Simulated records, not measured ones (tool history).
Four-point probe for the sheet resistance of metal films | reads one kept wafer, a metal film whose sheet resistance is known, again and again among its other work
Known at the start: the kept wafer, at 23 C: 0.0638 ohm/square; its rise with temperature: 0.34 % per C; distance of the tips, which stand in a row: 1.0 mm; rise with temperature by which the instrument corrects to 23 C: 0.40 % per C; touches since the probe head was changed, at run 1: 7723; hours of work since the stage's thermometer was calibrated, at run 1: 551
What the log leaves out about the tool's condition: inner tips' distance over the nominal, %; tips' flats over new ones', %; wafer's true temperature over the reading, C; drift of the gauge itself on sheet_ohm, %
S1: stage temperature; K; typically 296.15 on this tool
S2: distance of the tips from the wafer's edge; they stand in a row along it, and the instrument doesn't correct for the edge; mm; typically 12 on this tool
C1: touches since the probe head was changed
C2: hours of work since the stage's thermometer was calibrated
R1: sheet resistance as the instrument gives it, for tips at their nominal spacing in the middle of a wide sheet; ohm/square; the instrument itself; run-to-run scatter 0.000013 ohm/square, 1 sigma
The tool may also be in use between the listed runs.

run,hour,S1,S2,C1,C2,R1
1,0,296.15,12,7723,551,0.064228
2,15.5,296.15,12,8050,559,0.064213
3,31.3,296.15,12,8383,568,0.064223
4,55.3,296.15,12,8889,582,0.064231
5,75.1,296.15,12,9305,593,0.064235
6,98.3,296.15,12,9796,606,0.064221
7,115.5,296.15,12,10158,615,0.064234
8,128,296.15,12,10421,622,0.064235
9,147.3,296.15,12,10828,633,0.064247
10,161.2,296.15,12,11120,641,0.064228
11,187.8,296.15,12,11683,656,0.064234
12,204.6,296.15,37,12036,665,0.06403
13,219.5,296.15,37,12350,673,0.064041
14,237.8,303.15,12,12737,684,0.06401
15,263.4,303.15,12,13276,698,0.06403
16,281.3,297.15,12,13654,708,0.064214
17,306,297.15,12,14173,722,0.06423
18,329.8,297.15,12,14675,735,0.064222
19,356.7,294.15,3,15243,750,0.067706
20,376.7,294.15,3,15664,761,0.067691
21,392.1,294.15,3,15990,770,0.067711
22,417.2,294.15,5,16518,784,0.065471
23,444.2,294.15,3,17087,799,0.067712
24,470.2,303.15,12,17635,814,0.064058
25,494.2,304.15,12,18141,827,0.06401

The next listed run, before its measurement:
26,509,304.15,12,18453,835,?

{"run 26": {"R1": 0.064031}}
On a tool with no hidden condition, and with the same random variation, this run would have come out at R1 0.063793 ohm/square.

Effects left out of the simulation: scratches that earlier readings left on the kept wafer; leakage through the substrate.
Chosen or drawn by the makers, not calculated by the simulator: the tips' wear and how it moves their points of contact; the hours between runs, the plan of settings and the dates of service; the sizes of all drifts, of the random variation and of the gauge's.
